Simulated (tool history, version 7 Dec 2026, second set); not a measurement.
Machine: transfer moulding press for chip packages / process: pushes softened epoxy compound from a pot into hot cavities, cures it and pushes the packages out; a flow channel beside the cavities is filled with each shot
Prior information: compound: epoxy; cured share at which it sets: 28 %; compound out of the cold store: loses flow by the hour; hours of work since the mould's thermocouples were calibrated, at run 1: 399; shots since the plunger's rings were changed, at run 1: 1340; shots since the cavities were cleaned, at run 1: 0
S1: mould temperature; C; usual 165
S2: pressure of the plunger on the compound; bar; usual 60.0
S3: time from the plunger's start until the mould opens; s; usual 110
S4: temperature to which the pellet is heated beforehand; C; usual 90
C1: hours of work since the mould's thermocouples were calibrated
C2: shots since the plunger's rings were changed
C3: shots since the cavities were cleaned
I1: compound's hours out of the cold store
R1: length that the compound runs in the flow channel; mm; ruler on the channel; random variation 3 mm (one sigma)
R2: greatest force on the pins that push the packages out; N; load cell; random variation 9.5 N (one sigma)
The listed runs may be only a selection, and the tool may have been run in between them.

run,hour,S1,S2,S3,S4,C1,C2,C3,I1,R1,R2
1,0.0,165,60.0,110,90,399,1340,0,39.3,521,461
2,51.5,165,60.0,110,90,421,1726,386,43.0,510,748
3,76.5,165,60.0,110,90,431,1913,573,34.8,531,816
4,107.0,165,60.0,110,90,444,2141,801,9.4,645,918
5,132.5,165,60.0,110,90,455,2332,992,40.4,510,866
# hour 138.1: cavities cleaned with cleaning compound and waxed
6,179.8,165,60.0,110,90,474,2675,312,36.0,526,1008
7,212.2,165,60.0,110,90,488,2918,555,26.8,560,960
# hour 223.6: cavities cleaned with cleaning compound and waxed, once more
8,251.5,165,60.0,110,90,504,3202,210,11.9,622,705
9,292.0,165,60.0,110,90,520,3505,513,18.6,590,812
10,322.2,165,60.0,110,90,533,3732,740,15.2,604,913
# hour 360.1: cavities cleaned with cleaning compound and waxed
11,360.1,165,60.0,110,90,548,4004,0,32.1,526,460
12,381.8,165,60.0,110,90,557,4167,163,33.1,523,651
13,423.3,165,60.0,110,90,575,4477,473,30.8,522,821
# hour 449.2: plunger's sealing rings changed
14,449.2,165,60.0,110,90,585,0,649,41.8,524,862
15,495.4,165,60.0,110,90,604,346,995,13.4,646,938
# hour 501.3: cavities cleaned with cleaning compound and waxed
16,533.8,161,60.0,142,90,619,622,243,27.5,584,638
17,572.4,171,51.1,110,90,636,912,533,37.7,483,729
18,623.7,171,51.1,110,90,657,1295,916,38.0,477,765
# hour 640.2: cavities cleaned with cleaning compound and waxed
19,658.2,171,51.1,111,98,671,1543,135,20.8,541,514
20,690.9,165,60.0,110,96,685,1788,380,42.0,509,730
21,715.3,165,65.6,110,96,695,1970,562,31.6,573,822
22,758.9,165,65.6,110,96,713,2298,890,36.7,545,899
# hour 763.3: mould's thermocouples calibrated
# hour 778.9: cavities cleaned with cleaning compound and waxed
23,809.0,165,65.6,110,96,19,2647,226,39.4,535,657
24,832.0,165,65.6,110,96,28,2819,398,46.2,508,751
25,861.7,158,60.0,110,88,41,3041,620,45.3,495,1183
26,909.0,165,60.0,96,90,60,3396,975,36.7,515,1068
# hour 916.5: cavities cleaned with cleaning compound and waxed
27,957.9,162,51.2,97,99,80,3751,311,44.6,443,996
28,998.8,162,51.2,97,99,97,4057,617,10.8,575,1301
29,1029.2,158,67.6,96,95,110,4285,845,9.2,681,1881

Here are 3 independent what-if runs from the current tool condition. What would each one return?
# hour 1053.9: cavities cleaned with cleaning compound and waxed
# hour 1082.0: plunger's sealing rings changed
A,1082.8,158,47.5,96,95,131,5,197,12.6,?,?
# hour 1053.9: cavities cleaned with cleaning compound and waxed
# hour 1082.0: plunger's sealing rings changed
B,1082.8,172,70.5,138,95,131,5,197,33.0,?,?
# hour 1053.9: cavities cleaned with cleaning compound and waxed
# hour 1082.0: plunger's sealing rings changed
C,1082.8,165,60.0,141,90,131,5,197,12.7,?,?

run,R1,R2
A,597,1390
B,590,569
C,651,549
What these runs would have given with no unlogged condition in the tool:
run,R1,R2
A,596,942
B,590,390
C,651,376
